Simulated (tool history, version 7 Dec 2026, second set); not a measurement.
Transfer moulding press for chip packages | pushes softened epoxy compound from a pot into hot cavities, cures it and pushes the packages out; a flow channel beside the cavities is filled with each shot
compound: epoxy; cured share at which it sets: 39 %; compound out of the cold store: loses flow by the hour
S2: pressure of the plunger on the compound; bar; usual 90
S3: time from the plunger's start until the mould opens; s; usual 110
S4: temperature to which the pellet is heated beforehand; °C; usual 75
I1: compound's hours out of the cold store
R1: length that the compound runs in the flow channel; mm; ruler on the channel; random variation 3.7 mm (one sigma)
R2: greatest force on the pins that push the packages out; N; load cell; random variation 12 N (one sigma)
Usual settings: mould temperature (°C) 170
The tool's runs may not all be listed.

run 1 hour=0 | mould_temperature_(°C)=170 S2=90 S3=110 S4=75 | I1=14.9 | R1=554 R2=817
run 2 hour=8.8 | mould_temperature_(°C)=170 S2=90 S3=110 S4=78 | I1=30 | R1=536 R2=783
run 3 hour=16 | mould_temperature_(°C)=170 S2=90 S3=110 S4=78 | I1=23.6 | R1=542 R2=807
-- hour=21.9 cavities cleaned with cleaning compound and waxed
run 4 hour=24.4 | mould_temperature_(°C)=170 S2=90 S3=110 S4=67 | I1=47.2 | R1=514 R2=551
run 5 hour=34 | mould_temperature_(°C)=170 S2=90 S3=110 S4=67 | I1=18.4 | R1=552 R2=632
run 6 hour=41.6 | mould_temperature_(°C)=170 S2=90 S3=110 S4=67 | I1=31.2 | R1=520 R2=650
run 7 hour=51.4 | mould_temperature_(°C)=176 S2=90 S3=110 S4=75 | I1=9.9 | R1=547 R2=484
run 8 hour=61.1 | mould_temperature_(°C)=176 S2=90 S3=110 S4=75 | I1=46.7 | R1=499 R2=519
run 9 hour=68.2 | mould_temperature_(°C)=177 S2=90 S3=112 S4=75 | I1=40.5 | R1=509 R2=488
run 10 hour=74.3 | mould_temperature_(°C)=170 S2=90 S3=110 S4=84 | I1=41 | R1=519 R2=689
run 11 hour=84 | mould_temperature_(°C)=173 S2=73 S3=104 S4=74 | I1=15 | R1=493 R2=701
run 12 hour=95.4 | mould_temperature_(°C)=173 S2=73 S3=104 S4=74 | I1=17.4 | R1=483 R2=714

Run 13 comes next. What will it give?
run 13 hour=104.8 | mould_temperature_(°C)=173 S2=73 S3=104 S4=74 | I1=24 | R1=? R2=?

{"run 13": {"R1": 481, "R2": 737}}
Without the tool's hidden state the same run would have given R1 488 mm, R2 535 N.
